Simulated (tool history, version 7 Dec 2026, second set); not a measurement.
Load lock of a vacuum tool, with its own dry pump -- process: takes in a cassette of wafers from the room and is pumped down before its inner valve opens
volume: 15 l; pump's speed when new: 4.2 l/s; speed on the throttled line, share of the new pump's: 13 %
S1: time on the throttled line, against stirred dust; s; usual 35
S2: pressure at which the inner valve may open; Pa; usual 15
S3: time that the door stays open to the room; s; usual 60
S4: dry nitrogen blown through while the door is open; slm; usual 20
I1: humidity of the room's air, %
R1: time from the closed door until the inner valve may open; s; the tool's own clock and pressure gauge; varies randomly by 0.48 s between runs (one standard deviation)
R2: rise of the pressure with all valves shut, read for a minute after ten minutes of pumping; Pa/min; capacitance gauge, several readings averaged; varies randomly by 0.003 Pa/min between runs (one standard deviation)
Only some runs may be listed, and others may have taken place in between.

run 1 hour=0 | S1=35 S2=15 S3=60 S4=20 | I1=40.8 | R1=65.2 R2=0.087
run 2 hour=410.9 | S1=35 S2=15 S3=60 S4=6 | I1=48.8 | R1=65.2 R2=0.118
run 3 hour=862 | S1=35 S2=15 S3=60 S4=6 | I1=46.1 | R1=65.5 R2=0.123
run 4 hour=1257.7 | S1=35 S2=15 S3=60 S4=6 | I1=46.2 | R1=64.7 R2=0.13
run 5 hour=1723 | S1=35 S2=15 S3=60 S4=6 | I1=43.9 | R1=65.2 R2=0.132
run 6 hour=2248.4 | S1=35 S2=15 S3=60 S4=20 | I1=46.4 | R1=65.5 R2=0.118
run 7 hour=2542.3 | S1=35 S2=15 S3=60 S4=20 | I1=47.6 | R1=66.4 R2=0.124
run 8 hour=2959 | S1=35 S2=15 S3=60 S4=20 | I1=46.8 | R1=66 R2=0.127
run 9 hour=3435.2 | S1=35 S2=15 S3=60 S4=20 | I1=47.1 | R1=66.9 R2=0.135
run 10 hour=3807.5 | S1=35 S2=15 S3=60 S4=20 | I1=48.4 | R1=65.8 R2=0.142
run 11 hour=4052.2 | S1=35 S2=15 S3=60 S4=20 | I1=45.2 | R1=66 R2=0.146
run 12 hour=4508 | S1=35 S2=26 S3=60 S4=20 | I1=46.5 | R1=64.5 R2=0.157
run 13 hour=5025.2 | S1=19 S2=20 S3=60 S4=33 | I1=40.8 | R1=52.7 R2=0.148
run 14 hour=5571.4 | S1=59 S2=15 S3=60 S4=35 | I1=47.3 | R1=87.1 R2=0.162
run 15 hour=6119.8 | S1=35 S2=28 S3=60 S4=20 | I1=43.4 | R1=65.2 R2=0.178
run 16 hour=6480.1 | S1=62 S2=29 S3=60 S4=20 | I1=46.3 | R1=88.2 R2=0.191
run 17 hour=6876.6 | S1=62 S2=29 S3=60 S4=20 | I1=46.7 | R1=88 R2=0.202

What will run 18 give?
run 18 hour=7352.7 | S1=54 S2=14 S3=61 S4=9 | I1=44.6 | R1=? R2=?

{"run 18": {"R1": 84.7, "R2": 0.228}}
With the hidden condition absent and the run-to-run variation left alone, this run would have shown R1 78.7 s, R2 0.073 Pa/min.
